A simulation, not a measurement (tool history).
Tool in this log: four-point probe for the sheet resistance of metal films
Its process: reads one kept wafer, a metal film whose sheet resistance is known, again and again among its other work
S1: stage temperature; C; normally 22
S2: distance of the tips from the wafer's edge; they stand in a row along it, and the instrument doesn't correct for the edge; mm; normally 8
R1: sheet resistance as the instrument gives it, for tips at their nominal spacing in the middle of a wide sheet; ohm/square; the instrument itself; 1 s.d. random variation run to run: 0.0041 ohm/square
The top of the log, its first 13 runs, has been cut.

{"run": 14, "hour": 358.7, "S1": 24, "S2": 8, "R1": 20.261218}
{"run": 15, "hour": 387.0, "S1": 24, "S2": 8, "R1": 20.266178}
{"run": 16, "hour": 408.7, "S1": 27, "S2": 8, "R1": 20.237454}
{"run": 17, "hour": 423.5, "S1": 22, "S2": 8, "R1": 20.274623}
{"run": 18, "hour": 450.4, "S1": 32, "S2": 10, "R1": 20.116284}
{"run": 19, "hour": 476.0, "S1": 25, "S2": 3, "R1": 21.729945}
{"run": 20, "hour": 501.2, "S1": 32, "S2": 8, "R1": 20.205023}
{"run": 21, "hour": 531.9, "S1": 24, "S2": 4, "R1": 21.020763}
{"run": 22, "hour": 560.1, "S1": 24, "S2": 4, "R1": 21.018641}
{"run": 23, "hour": 586.7, "S1": 24, "S2": 4, "R1": 21.014173}
{"run": 24, "hour": 617.3, "S1": 23, "S2": 16, "R1": 20.06472}
{"run": 25, "hour": 650.2, "S1": 22, "S2": 17, "R1": 20.06291}
{"run": 26, "hour": 679.6, "S1": 22, "S2": 17, "R1": 20.06173}
{"run": 27, "hour": 711.9, "S1": 22, "S2": 17, "R1": 20.063352}
{"run": 28, "hour": 739.3, "S1": 22, "S2": 17, "R1": 20.063143}
{"run": 29, "hour": 762.9, "S1": 21, "S2": 7, "R1": 20.365033}
{"run": 30, "hour": 788.3, "S1": 23, "S2": 8, "R1": 20.26265}
{"run": 31, "hour": 812.9, "S1": 30, "S2": 8, "R1": 20.224954}
{"run": 32, "hour": 836.0, "S1": 30, "S2": 8, "R1": 20.21697}
{"run": 33, "hour": 869.0, "S1": 30, "S2": 8, "R1": 20.214033}
{"run": 34, "hour": 893.9, "S1": 22, "S2": 26, "R1": 20.035336}

Each row is a separate what-if for the run after 34, all from the same tool condition, not one after another. Results?
{"run": "A", "hour": 926.2, "S1": 32, "S2": 58, "R1": "?"}
{"run": "B", "hour": 926.2, "S1": 22, "S2": 30, "R1": "?"}
{"run": "C", "hour": 926.2, "S1": 21, "S2": 4, "R1": "?"}
{"run": "D", "hour": 926.2, "S1": 22, "S2": 4, "R1": "?"}

run=A R1=19.936821
run=B R1=20.0221
run=C R1=21.042735
run=D R1=21.024445
Stripped of hidden state, with their random variation kept, the same runs would have yielded:
run=A R1=19.936176
run=B R1=20.021421
run=C R1=21.042017
run=D R1=21.023731
